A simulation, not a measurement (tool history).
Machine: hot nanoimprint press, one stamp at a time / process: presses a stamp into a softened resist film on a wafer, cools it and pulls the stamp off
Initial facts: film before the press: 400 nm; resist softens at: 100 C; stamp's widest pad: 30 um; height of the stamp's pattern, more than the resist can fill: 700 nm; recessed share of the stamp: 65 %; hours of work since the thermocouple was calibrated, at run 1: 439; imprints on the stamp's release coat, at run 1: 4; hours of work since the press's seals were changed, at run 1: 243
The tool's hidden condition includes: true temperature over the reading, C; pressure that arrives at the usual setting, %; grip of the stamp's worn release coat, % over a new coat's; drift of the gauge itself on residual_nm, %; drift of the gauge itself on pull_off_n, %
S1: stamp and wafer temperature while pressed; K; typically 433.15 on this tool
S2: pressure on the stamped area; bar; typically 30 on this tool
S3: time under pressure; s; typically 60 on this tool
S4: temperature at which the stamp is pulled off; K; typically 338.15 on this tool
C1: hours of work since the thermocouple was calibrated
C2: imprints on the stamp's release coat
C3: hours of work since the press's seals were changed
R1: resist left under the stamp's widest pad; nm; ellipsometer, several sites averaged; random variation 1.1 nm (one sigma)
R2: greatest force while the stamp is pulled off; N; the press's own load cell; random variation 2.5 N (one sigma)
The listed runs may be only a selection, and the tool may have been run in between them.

run 1 hour=0 | S1=433.15 S2=30 S3=60 S4=338.15 | C1=439 C2=4 C3=243 | R1=212.1 R2=144
run 2 hour=13.9 | S1=433.15 S2=30 S3=60 S4=338.15 | C1=446 C2=46 C3=251 | R1=212.6 R2=150
run 3 hour=27 | S1=433.15 S2=30 S3=60 S4=338.15 | C1=453 C2=84 C3=258 | R1=211.4 R2=150
run 4 hour=39.9 | S1=433.15 S2=30 S3=60 S4=338.15 | C1=460 C2=123 C3=265 | R1=212.2 R2=148
run 5 hour=51 | S1=425.15 S2=30 S3=60 S4=338.15 | C1=466 C2=155 C3=271 | R1=266.4 R2=148
run 6 hour=63.8 | S1=425.15 S2=30 S3=60 S4=338.15 | C1=473 C2=193 C3=278 | R1=268.4 R2=154
-- hour=68.1 plate thermocouple calibrated
run 7 hour=75.2 | S1=425.15 S2=30 S3=60 S4=338.15 | C1=4 C2=218 C3=282 | R1=267.3 R2=153
run 8 hour=86.1 | S1=425.15 S2=30 S3=60 S4=338.15 | C1=10 C2=250 C3=288 | R1=271.2 R2=154
run 9 hour=101 | S1=425.15 S2=30 S3=60 S4=338.15 | C1=18 C2=294 C3=296 | R1=273 R2=155
run 10 hour=113 | S1=433.15 S2=30 S3=60 S4=329.15 | C1=24 C2=330 C3=302 | R1=217 R2=170
run 11 hour=121.1 | S1=433.15 S2=30 S3=60 S4=338.15 | C1=29 C2=354 C3=307 | R1=216.8 R2=157
run 12 hour=131.3 | S1=422.15 S2=30 S3=60 S4=338.15 | C1=34 C2=384 C3=312 | R1=291.6 R2=157
run 13 hour=143.4 | S1=422.15 S2=30 S3=60 S4=338.15 | C1=41 C2=420 C3=319 | R1=292.2 R2=158
run 14 hour=149.8 | S1=434.15 S2=30 S3=60 S4=338.15 | C1=44 C2=438 C3=322 | R1=212.4 R2=164
-- hour=158.2 plate thermocouple calibrated, once more
run 15 hour=167.8 | S1=434.15 S2=30 S3=60 S4=328.15 | C1=5 C2=483 C3=330 | R1=203.8 R2=177
run 16 hour=178.3 | S1=433.15 S2=21.9 S3=60 S4=338.15 | C1=11 C2=514 C3=336 | R1=242.7 R2=156
run 17 hour=189.2 | S1=442.15 S2=23.5 S3=59 S4=338.15 | C1=17 C2=546 C3=342 | R1=184.8 R2=158
run 18 hour=200.9 | S1=442.15 S2=23.5 S3=59 S4=338.15 | C1=23 C2=581 C3=348 | R1=184.6 R2=161
run 19 hour=213.9 | S1=438.15 S2=30 S3=30 S4=338.15 | C1=30 C2=619 C3=355 | R1=228.2 R2=164
run 20 hour=223.6 | S1=438.15 S2=30 S3=30 S4=338.15 | C1=35 C2=648 C3=360 | R1=228.3 R2=163
run 21 hour=233.8 | S1=438.15 S2=30 S3=30 S4=338.15 | C1=41 C2=678 C3=366 | R1=228.5 R2=158
run 22 hour=241.9 | S1=425.15 S2=20.6 S3=60 S4=331.15 | C1=45 C2=702 C3=370 | R1=302.7 R2=176
-- hour=258.4 stamp cleaned and given a new release coat
run 23 hour=261.3 | S1=440.15 S2=22.6 S3=60 S4=338.15 | C1=52 C2=8 C3=378 | R1=198.4 R2=143
run 24 hour=274.8 | S1=440.15 S2=22.6 S3=43 S4=338.15 | C1=60 C2=48 C3=385 | R1=221.8 R2=146
run 25 hour=289.2 | S1=433.15 S2=34.7 S3=61 S4=344.15 | C1=67 C2=91 C3=393 | R1=195.7 R2=138
run 26 hour=303.6 | S1=444.15 S2=37.3 S3=60 S4=339.15 | C1=75 C2=133 C3=400 | R1=137.5 R2=148
run 27 hour=313.9 | S1=444.15 S2=37.3 S3=60 S4=339.15 | C1=81 C2=164 C3=406 | R1=137.1 R2=143
run 28 hour=327 | S1=433.15 S2=21.7 S3=63 S4=326.15 | C1=88 C2=203 C3=413 | R1=240.6 R2=169
run 29 hour=339.6 | S1=433.15 S2=21.7 S3=63 S4=326.15 | C1=95 C2=240 C3=420 | R1=241.5 R2=168
run 30 hour=352.1 | S1=433.15 S2=33.4 S3=43 S4=326.15 | C1=101 C2=277 C3=427 | R1=222.3 R2=172

Branching from run 30: 3 alternative next runs. What would each branch give?
run A hour=363.7 | S1=433.15 S2=30 S3=113 S4=338.15 | C1=108 C2=311 C3=433 | R1=? R2=?
run B hour=363.7 | S1=428.15 S2=30 S3=55 S4=338.15 | C1=108 C2=311 C3=433 | R1=? R2=?
run C hour=363.7 | S1=433.15 S2=37 S3=55 S4=336.15 | C1=108 C2=311 C3=433 | R1=? R2=?

run=A R1=171.7 R2=145
run=B R1=248.4 R2=152
run=C R1=197.3 R2=159
Had the tool no hidden state, the same runs would have come out as:
run=A R1=167 R2=136
run=B R1=242.7 R2=142
run=C R1=191.6 R2=148
